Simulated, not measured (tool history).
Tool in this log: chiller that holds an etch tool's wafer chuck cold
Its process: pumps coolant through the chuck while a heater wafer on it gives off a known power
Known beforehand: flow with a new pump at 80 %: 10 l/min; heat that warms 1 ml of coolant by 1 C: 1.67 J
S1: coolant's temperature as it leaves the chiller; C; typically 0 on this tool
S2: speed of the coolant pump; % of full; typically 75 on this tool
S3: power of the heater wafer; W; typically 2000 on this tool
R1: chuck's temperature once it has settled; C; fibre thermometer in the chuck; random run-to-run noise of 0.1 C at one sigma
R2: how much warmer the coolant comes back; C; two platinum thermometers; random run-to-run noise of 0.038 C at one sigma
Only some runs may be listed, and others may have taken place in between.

| run | day | S1 | S2 | S3 | R1 | R2 |
|---|---|---|---|---|---|---|
| 1 | 0 | 0 | 75 | 2000 | 27.9 | 7.88 |
| 2 | 2.212 | 0 | 75 | 2000 | 27.9 | 7.86 |
| 3 | 5.229 | 0 | 75 | 2000 | 28 | 7.9 |
| 4 | 8.567 | 0 | 69 | 2000 | 30 | 8.67 |
| 5 | 12.129 | 0 | 69 | 2000 | 29.9 | 8.64 |
| 6 | 14.717 | 0 | 69 | 2000 | 30 | 8.72 |
| 7 | 16.408 | 0 | 69 | 2000 | 30 | 8.58 |
| 8 | 18.188 | 0 | 69 | 2000 | 30.1 | 8.61 |
| 9 | 20.862 | 4 | 98 | 2000 | 27.2 | 5.73 |
| 10 | 23.133 | 4 | 98 | 2000 | 27.4 | 5.79 |
| 11 | 24.696 | 4 | 98 | 2000 | 27.3 | 5.78 |
| 12 | 27.817 | 0 | 94 | 2000 | 24.2 | 6.09 |

Here are 4 independent what-if runs from the current tool condition. What would each one return?
|  | 28.754 | coolant changed, channels flushed |
| A | 31.579 | 0 | 75 | 2799 | ? | ? |
|  | 28.754 | coolant changed, channels flushed |
| B | 31.579 | 2 | 68 | 2000 | ? | ? |
|  | 28.754 | coolant changed, channels flushed |
| C | 31.579 | 0 | 91 | 2000 | ? | ? |
|  | 28.754 | coolant changed, channels flushed |
| D | 31.579 | -1 | 95 | 2000 | ? | ? |

| run | R1 | R2 |
|---|---|---|
| A | 32.8 | 11.06 |
| B | 27.3 | 8.85 |
| C | 20.3 | 6.35 |
| D | 18.5 | 5.99 |
Without the tool's unlogged condition, the same runs would have read:
| run | R1 | R2 |
|---|---|---|
| A | 32.2 | 10.84 |
| B | 26.8 | 8.67 |
| C | 19.9 | 6.22 |
| D | 18.1 | 5.87 |
